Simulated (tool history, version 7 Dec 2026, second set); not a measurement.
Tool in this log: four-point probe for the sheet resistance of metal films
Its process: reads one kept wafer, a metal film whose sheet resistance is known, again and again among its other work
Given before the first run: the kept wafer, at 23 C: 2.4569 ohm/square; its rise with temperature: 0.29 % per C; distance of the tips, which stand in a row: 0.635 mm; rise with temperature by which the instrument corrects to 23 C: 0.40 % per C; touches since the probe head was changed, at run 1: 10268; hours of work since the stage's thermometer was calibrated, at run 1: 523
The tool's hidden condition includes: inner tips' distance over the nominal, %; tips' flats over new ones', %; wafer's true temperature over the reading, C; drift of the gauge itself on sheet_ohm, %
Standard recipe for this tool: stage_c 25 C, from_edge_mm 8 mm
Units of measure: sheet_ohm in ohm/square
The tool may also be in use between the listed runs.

run	hour	stage_c	from_edge_mm	touches since the probe head was changed	hours of work since the stage's thermometer was calibrated	sheet_ohm
1	0	25	8	10268	523	2.437387
2	25.2	30	8	10535	533	2.426309
3	40.7	30	8	10699	539	2.425882
4	58.8	30	8	10890	547	2.424912
5	77.6	30	46	11089	554	2.418554
6	98.9	25	8	11315	563	2.438242
7	112.6	29	8	11460	569	2.429043
8	127.2	25	8	11615	575	2.43863
9	149.7	25	8	11854	584	2.437778
10	172.6	25	8	12096	593	2.438842
11	194	25	8	12323	602	2.439076
12	215.3	25	8	12548	610	2.438836
13	229.1	19	8	12694	616	2.454973
14	252.8	21	8	12945	626	2.450682
15	271.5	25	8	13144	633	2.43914
16	294.9	25	8	13391	643	2.439504
17	307.8	26	8	13528	648	2.435947
18	319.6	27	8	13653	653	2.433292
19	341.9	31	27	13890	662	2.415859
20	365.9	31	27	14143	672	2.417614
21	386.6	18	5	14362	680	2.470462
22	408.4	25	15	14594	689	2.434031
23	425	21	4	14769	696	2.474257
24	437.9	23	52	14906	701	2.435637
25	451.2	18	5	15047	706	2.470231
26	472.3	21	7	15271	715	2.452514
27	487.2	33	4	15428	721	2.442494
28	509.8	19	14	15668	730	2.449226

Expected results for the next run?
29	532.3	28	3	15906	739	?

Run 29 gave sheet_ohm 2.48086 ohm/square.
Were there no unlogged condition in the tool, this run, its random variation unchanged, would have produced sheet_ohm 2.501888 ohm/square.
